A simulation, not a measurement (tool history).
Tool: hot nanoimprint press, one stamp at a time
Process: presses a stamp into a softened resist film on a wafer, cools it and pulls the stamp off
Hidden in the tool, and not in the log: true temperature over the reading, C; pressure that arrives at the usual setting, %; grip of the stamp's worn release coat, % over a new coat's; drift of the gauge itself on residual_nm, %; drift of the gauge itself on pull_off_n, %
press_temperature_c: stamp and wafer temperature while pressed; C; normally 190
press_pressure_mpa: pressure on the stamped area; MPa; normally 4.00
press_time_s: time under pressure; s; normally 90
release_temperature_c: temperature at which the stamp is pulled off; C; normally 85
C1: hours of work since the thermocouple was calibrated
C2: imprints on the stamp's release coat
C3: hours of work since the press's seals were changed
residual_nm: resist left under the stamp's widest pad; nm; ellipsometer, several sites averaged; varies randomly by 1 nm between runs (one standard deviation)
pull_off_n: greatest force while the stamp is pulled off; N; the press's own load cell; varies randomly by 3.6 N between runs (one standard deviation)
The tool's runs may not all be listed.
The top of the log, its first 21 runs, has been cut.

{"run": 22, "hour": 467.9, "press_temperature_c": 190, "press_pressure_mpa": 4.31, "press_time_s": 90, "release_temperature_c": 85, "C1": 29, "C2": 613, "C3": 864, "residual_nm": 145.0, "pull_off_n": 195}
{"run": 23, "hour": 500.7, "press_temperature_c": 183, "press_pressure_mpa": 3.12, "press_time_s": 90, "release_temperature_c": 85, "C1": 53, "C2": 757, "C3": 888, "residual_nm": 211.8, "pull_off_n": 203}
{"run": 24, "hour": 515.6, "press_temperature_c": 183, "press_pressure_mpa": 3.12, "press_time_s": 90, "release_temperature_c": 85, "C1": 64, "C2": 822, "C3": 899, "residual_nm": 213.8, "pull_off_n": 204}
{"run": 25, "hour": 534.2, "press_temperature_c": 194, "press_pressure_mpa": 3.12, "press_time_s": 90, "release_temperature_c": 87, "C1": 78, "C2": 903, "C3": 913, "residual_nm": 143.5, "pull_off_n": 194}
{"run": 26, "hour": 565.7, "press_temperature_c": 194, "press_pressure_mpa": 3.12, "press_time_s": 90, "release_temperature_c": 73, "C1": 102, "C2": 1041, "C3": 937, "residual_nm": 143.2, "pull_off_n": 266}
{"hour": 588.3, "done": "stamp cleaned and given a new release coat"}
{"run": 27, "hour": 588.4, "press_temperature_c": 186, "press_pressure_mpa": 3.12, "press_time_s": 59, "release_temperature_c": 81, "C1": 114, "C2": 1, "C3": 949, "residual_nm": 221.6, "pull_off_n": 183}
{"run": 28, "hour": 613.5, "press_temperature_c": 199, "press_pressure_mpa": 2.48, "press_time_s": 135, "release_temperature_c": 78, "C1": 133, "C2": 111, "C3": 968, "residual_nm": 109.6, "pull_off_n": 208}
{"run": 29, "hour": 638.3, "press_temperature_c": 194, "press_pressure_mpa": 2.48, "press_time_s": 135, "release_temperature_c": 78, "C1": 151, "C2": 219, "C3": 986, "residual_nm": 133.9, "pull_off_n": 215}
{"run": 30, "hour": 663.4, "press_temperature_c": 194, "press_pressure_mpa": 2.48, "press_time_s": 135, "release_temperature_c": 78, "C1": 170, "C2": 329, "C3": 1005, "residual_nm": 135.3, "pull_off_n": 215}

Forecast each of these 4 alternatives for the next run:
{"run": "A", "hour": 690.9, "press_temperature_c": 188, "press_pressure_mpa": 4.0, "press_time_s": 90, "release_temperature_c": 85, "C1": 190, "C2": 450, "C3": 1025, "residual_nm": "?", "pull_off_n": "?"}
{"run": "B", "hour": 690.9, "press_temperature_c": 189, "press_pressure_mpa": 4.0, "press_time_s": 84, "release_temperature_c": 89, "C1": 190, "C2": 450, "C3": 1025, "residual_nm": "?", "pull_off_n": "?"}
{"run": "C", "hour": 690.9, "press_temperature_c": 194, "press_pressure_mpa": 2.48, "press_time_s": 135, "release_temperature_c": 78, "C1": 190, "C2": 450, "C3": 1025, "residual_nm": "?", "pull_off_n": "?"}
{"run": "D", "hour": 690.9, "press_temperature_c": 180, "press_pressure_mpa": 5.74, "press_time_s": 147, "release_temperature_c": 78, "C1": 190, "C2": 450, "C3": 1025, "residual_nm": "?", "pull_off_n": "?"}

run=A residual_nm=165.4 pull_off_n=190
run=B residual_nm=166.3 pull_off_n=178
run=C residual_nm=134.4 pull_off_n=211
run=D residual_nm=164.9 pull_off_n=224
Take away the tool's hidden state, keep each run's random variation, and the runs would have read:
run=A residual_nm=157.5 pull_off_n=172
run=B residual_nm=158.4 pull_off_n=160
run=C residual_nm=129.0 pull_off_n=191
run=D residual_nm=154.9 pull_off_n=202
